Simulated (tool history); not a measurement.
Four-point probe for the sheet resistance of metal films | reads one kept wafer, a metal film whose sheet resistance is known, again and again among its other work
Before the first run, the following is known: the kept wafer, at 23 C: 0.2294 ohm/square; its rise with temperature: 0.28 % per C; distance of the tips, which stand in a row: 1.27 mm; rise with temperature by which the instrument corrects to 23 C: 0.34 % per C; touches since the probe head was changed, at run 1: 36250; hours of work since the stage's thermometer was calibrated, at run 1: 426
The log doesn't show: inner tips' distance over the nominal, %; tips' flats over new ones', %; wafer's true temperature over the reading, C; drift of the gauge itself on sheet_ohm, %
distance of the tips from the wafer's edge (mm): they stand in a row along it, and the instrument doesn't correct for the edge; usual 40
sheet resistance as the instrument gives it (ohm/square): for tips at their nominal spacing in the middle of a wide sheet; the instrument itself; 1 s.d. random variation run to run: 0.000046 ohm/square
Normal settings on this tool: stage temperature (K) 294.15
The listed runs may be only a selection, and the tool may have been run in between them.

run	hour	stage temperature (K)	distance of the tips from the wafer's edge (mm)	touches since the probe head was changed	hours of work since the stage's thermometer was calibrated	sheet resistance as the instrument gives it (ohm/square)
1	0	294.15	40	36250	426	0.22799
2	27.2	294.15	39	37315	447	0.227978
3	51.8	294.15	39	38278	466	0.22797
4	77.3	294.15	39	39277	487	0.227956
5	104.4	294.15	39	40338	508	0.227857
6	127.8	292.15	40	41253	527	0.228324
7	153.6	302.15	6	42265	547	0.23196
8	172	302.15	6	42985	562	0.232045
9	199.7	302.15	6	44069	583	0.231972

Run 10, settings as shown, results not yet in. Your forecast:
10	235.1	306.15	3	45457	611	?

Logged for run 10: sheet resistance as the instrument gives it (ohm/square) 0.245822.
The same run, on a tool lacking any hidden state, would have yielded sheet resistance as the instrument gives it (ohm/square) 0.247824.
